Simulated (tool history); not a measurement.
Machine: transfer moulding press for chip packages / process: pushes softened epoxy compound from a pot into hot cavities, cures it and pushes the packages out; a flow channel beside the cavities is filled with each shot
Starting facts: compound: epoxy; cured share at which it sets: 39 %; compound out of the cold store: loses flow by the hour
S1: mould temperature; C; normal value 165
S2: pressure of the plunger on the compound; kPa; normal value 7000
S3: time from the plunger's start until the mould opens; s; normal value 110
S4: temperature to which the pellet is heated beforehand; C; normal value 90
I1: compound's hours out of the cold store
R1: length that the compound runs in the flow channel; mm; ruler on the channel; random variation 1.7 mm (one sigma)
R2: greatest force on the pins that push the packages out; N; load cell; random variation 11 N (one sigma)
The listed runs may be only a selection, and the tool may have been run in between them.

run	day	S1	S2	S3	S4	I1	R1	R2
1	0.000	165	7000	110	90	43.0	637	859
# day 0.342: cavities cleaned with cleaning compound and waxed
2	0.579	165	7000	110	90	46.1	625	509
3	1.525	165	7000	110	90	45.6	629	701
# day 1.746: plunger's sealing rings changed
4	2.354	165	7000	110	90	12.9	762	841
5	3.175	165	7000	101	90	26.3	711	1021
# day 3.562: cavities cleaned with cleaning compound and waxed
6	3.908	165	7000	110	90	9.1	771	601
7	4.417	165	7000	110	90	11.2	762	696
8	4.938	165	7000	110	90	25.9	709	742
9	5.500	165	7000	110	90	28.1	700	854
10	5.988	165	7000	110	90	26.2	704	866
# day 6.721: cavities cleaned with cleaning compound and waxed
11	6.883	165	7000	110	90	39.5	659	518
12	7.546	165	7000	110	90	26.9	699	696
13	8.533	165	7000	110	90	21.8	714	798
14	9.200	165	7000	110	90	39.0	657	883
# day 9.846: cavities cleaned with cleaning compound and waxed
15	9.921	165	7000	110	90	38.5	659	512
16	10.479	163	7430	126	91	43.8	665	598
17	11.042	163	7430	126	91	26.2	724	697
18	11.683	165	7000	96	87	37.1	658	1027
19	12.671	165	7000	121	87	31.9	677	781
# day 13.000: cavities cleaned with cleaning compound and waxed
20	13.442	165	6140	93	80	29.0	640	895
# day 14.475: plunger's sealing rings changed
21	14.483	172	5400	93	95	11.9	654	706
22	15.088	173	6730	148	94	35.4	648	615
23	15.767	165	7320	145	90	12.4	783	732
# day 16.221: cavities cleaned with cleaning compound and waxed
24	16.262	166	7000	110	99	35.9	672	500
25	17.225	171	7800	110	83	45.6	669	594
26	18.175	171	7800	110	83	29.8	717	693
27	18.950	171	7800	110	83	25.6	731	738
# day 19.362: cavities cleaned with cleaning compound and waxed
28	19.625	165	7580	110	90	30.7	719	574
29	20.046	165	7000	121	90	47.0	638	571

3 options for the next run, each taken on its own from the tool as it stands now. Forecast them:
A	20.588	165	7000	99	90	25.4	?	?
B	20.588	165	7000	93	90	12.9	?	?
C	20.588	162	7000	110	95	27.5	?	?

run	R1	R2
A	707	951
B	754	1143
C	707	935
With no hidden state in the tool, these same runs would have given:
run	R1	R2
A	717	601
B	765	715
C	717	590
